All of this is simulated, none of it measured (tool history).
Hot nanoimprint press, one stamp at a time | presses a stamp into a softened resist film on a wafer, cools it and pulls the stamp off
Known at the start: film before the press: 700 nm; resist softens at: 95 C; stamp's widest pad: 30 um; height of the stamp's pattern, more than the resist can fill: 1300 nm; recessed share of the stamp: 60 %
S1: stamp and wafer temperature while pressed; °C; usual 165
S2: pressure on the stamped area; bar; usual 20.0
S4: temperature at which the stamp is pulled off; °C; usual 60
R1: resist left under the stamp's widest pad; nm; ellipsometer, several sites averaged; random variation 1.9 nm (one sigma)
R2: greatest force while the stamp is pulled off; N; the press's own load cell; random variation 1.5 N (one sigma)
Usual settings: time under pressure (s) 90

Run 1, hour 0.0: usual settings. Result: R1 285.6 nm, R2 124 N.
Run 2, hour 28.9: usual settings. Result: R1 284.5 nm, R2 127 N.
Run 3, hour 54.9: usual settings. Result: R1 288.2 nm, R2 128 N.
Run 4, hour 95.4: usual settings. Result: R1 279.1 nm, R2 125 N.
Run 5, hour 158.0: usual settings. Result: R1 307.0 nm, R2 130 N.
Run 6, hour 196.2: usual settings but S1 164 °C. Result: R1 317.9 nm, R2 134 N.
Run 7, hour 243.8: usual settings. Result: R1 301.9 nm, R2 132 N.
Run 8, hour 294.2: usual settings but S1 171 °C. Result: R1 228.7 nm, R2 136 N.
Run 9, hour 351.1: usual settings but S1 171 °C. Result: R1 226.4 nm, R2 135 N.
Run 10, hour 392.7: usual settings but S4 56 °C. Result: R1 301.7 nm, R2 149 N.
Run 11, hour 432.6: usual settings but S4 56 °C. Result: R1 300.5 nm, R2 149 N.
Run 12, hour 463.1: usual settings but S4 62 °C. Result: R1 299.4 nm, R2 137 N.
Run 13, hour 511.9: usual settings but S4 62 °C. Result: R1 297.3 nm, R2 123 N.
Run 14, hour 571.3: usual settings but S4 62 °C. Result: R1 297.5 nm, R2 126 N.
Run 15, hour 602.5: usual settings. Result: R1 295.7 nm, R2 131 N.
Run 16, hour 645.5: usual settings but S1 154 °C, S2 18.2 bar, time under pressure (s) 73, S4 52 °C. Result: R1 509.7 nm, R2 146 N.
Run 17, hour 703.8: usual settings but S1 167 °C, S2 13.8 bar, time under pressure (s) 67, S4 61 °C. Result: R1 350.1 nm, R2 129 N.
Run 18, hour 746.3: usual settings but S1 167 °C, S2 13.8 bar, time under pressure (s) 67, S4 61 °C. Result: R1 351.3 nm, R2 130 N.
Run 19, hour 797.9: usual settings but S1 153 °C, S2 25.3 bar, time under pressure (s) 126, S4 59 °C. Result: R1 409.1 nm, R2 139 N.
Run 20, hour 827.4: usual settings but S1 162 °C, time under pressure (s) 165, S4 66 °C. Result: R1 265.2 nm, R2 124 N.
Run 21, hour 887.5: usual settings but S1 162 °C, time under pressure (s) 165, S4 66 °C. Result: R1 261.7 nm, R2 125 N.
Run 22, hour 946.6: usual settings but S1 169 °C, S2 12.3 bar, time under pressure (s) 114, S4 46 °C. Result: R1 273.8 nm, R2 161 N.
Run 23, hour 998.3: usual settings but S1 164 °C, S2 13.5 bar, time under pressure (s) 95, S4 64 °C. Result: R1 345.4 nm, R2 120 N.
Run 24, hour 1060.3: usual settings but S1 164 °C, S2 13.5 bar, time under pressure (s) 95, S4 64 °C. Result: R1 347.3 nm, R2 122 N.
Run 25, hour 1101.1: usual settings but S1 164 °C, S2 13.5 bar, time under pressure (s) 95, S4 64 °C. Result: R1 349.4 nm, R2 123 N.
Run 26, hour 1128.3: usual settings but S1 164 °C, S2 27.2 bar, time under pressure (s) 95, S4 64 °C. Result: R1 252.2 nm, R2 121 N.
Run 27, hour 1188.2: usual settings but S1 156 °C, S2 29.9 bar, time under pressure (s) 72, S4 65 °C. Result: R1 427.2 nm, R2 124 N.
Run 28, hour 1245.7: usual settings but S1 156 °C, time under pressure (s) 175. Result: R1 370.9 nm, R2 132 N.
Run 29, hour 1306.7: usual settings but S1 156 °C, time under pressure (s) 175. Result: R1 370.6 nm, R2 136 N.
Run 30, hour 1345.9: usual settings but S1 156 °C, time under pressure (s) 175. Result: R1 367.3 nm, R2 137 N.

Not shown: 5 entries that the log had between the listed runs. Between which runs, and how does the tool's hidden state differ before and after?
Between runs 3 and 4: press's hydraulic seals changed and the load cell set to zero (hour 83.2)
  true temperature over the reading, C: 2.06 -> 2.12; pressure that arrives at the usual setting, %: 96.09 -> 100.07; grip of the stamp's worn release coat, % over a new coat's: 1.3 -> 2
  measured less the result without the state, R1: -23.4 -> -29.5 nm; R2: -2 -> -1 N
Between runs 4 and 5: plate thermocouple calibrated (hour 102.6)
  true temperature over the reading, C: 2.12 -> 0.07; pressure that arrives at the usual setting, %: 100.07 -> 99.94; grip of the stamp's worn release coat, % over a new coat's: 2 -> 3.3
  measured less the result without the state, R1: -29.5 -> -1.0 nm; R2: -1 -> +4 N
Between runs 12 and 13: stamp cleaned and given a new release coat (hour 492.4)
  true temperature over the reading, C: 0.69 -> 0.78; pressure that arrives at the usual setting, %: 99.25 -> 99.14; grip of the stamp's worn release coat, % over a new coat's: 10.3 -> 0.4
  measured less the result without the state, R1: -8.8 -> -9.9 nm; R2: +11 -> -1 N
Between runs 22 and 23: stamp cleaned and given a new release coat (hour 972.4)
  true temperature over the reading, C: 1.7 -> 1.79; pressure that arrives at the usual setting, %: 98.15 -> 98.03; grip of the stamp's worn release coat, % over a new coat's: 10.4 -> 0.6
  measured less the result without the state, R1: -20.3 -> -25.6 nm; R2: +13 -> -3 N
Between runs 26 and 27: plate thermocouple calibrated (hour 1142.0)
  true temperature over the reading, C: 2.06 -> 0.15; pressure that arrives at the usual setting, %: 97.73 -> 97.6; grip of the stamp's worn release coat, % over a new coat's: 3.5 -> 4.8
  measured less the result without the state, R1: -22.9 -> +2.9 nm; R2: +1 -> +5 N
